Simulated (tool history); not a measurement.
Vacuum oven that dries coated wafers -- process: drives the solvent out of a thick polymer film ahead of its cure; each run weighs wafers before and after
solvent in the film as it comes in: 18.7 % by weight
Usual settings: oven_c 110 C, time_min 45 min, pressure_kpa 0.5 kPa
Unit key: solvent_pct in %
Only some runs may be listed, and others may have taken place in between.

run    day  oven_c  time_min  pressure_kpa  solvent_pct
  1      0     110        45           0.5         1.75
  2  0.454     110        45           0.5         1.68
  3  0.904     110        45           0.5         1.74
  4  1.417     110        45           0.5         1.71
  5  1.767     110        41           0.5         2.03
  6  2.154     110        41           0.5         2.05
  7  2.562     110        41           0.5         2.05
  8      3     110        41           0.5         2.06
  9  3.317     110        45           0.5          1.7
 10  3.729     120        45           0.5         0.53
 11  4.054     120        45           0.5          0.5
 12  4.529     120        45           0.5         0.55
 13  5.067     110        45         1.583         2.68
 14    5.7     110        45         0.985         2.13
 15  6.062     110        45         0.985         2.14
 16  6.688     110        45         0.546         1.81
 17  7.246     110        45         0.546         1.78
 18  7.625     110        45           0.5         1.72
 19  8.108     110        45           0.5         1.73

Expected results for the next run?
 20  8.567     119        24         0.629            ?

Run 20 yielded solvent_pct 2.01 %.
Take away the tool's hidden state, keep the run-to-run variation as it was, and the same run would have given solvent_pct 2.01 %.
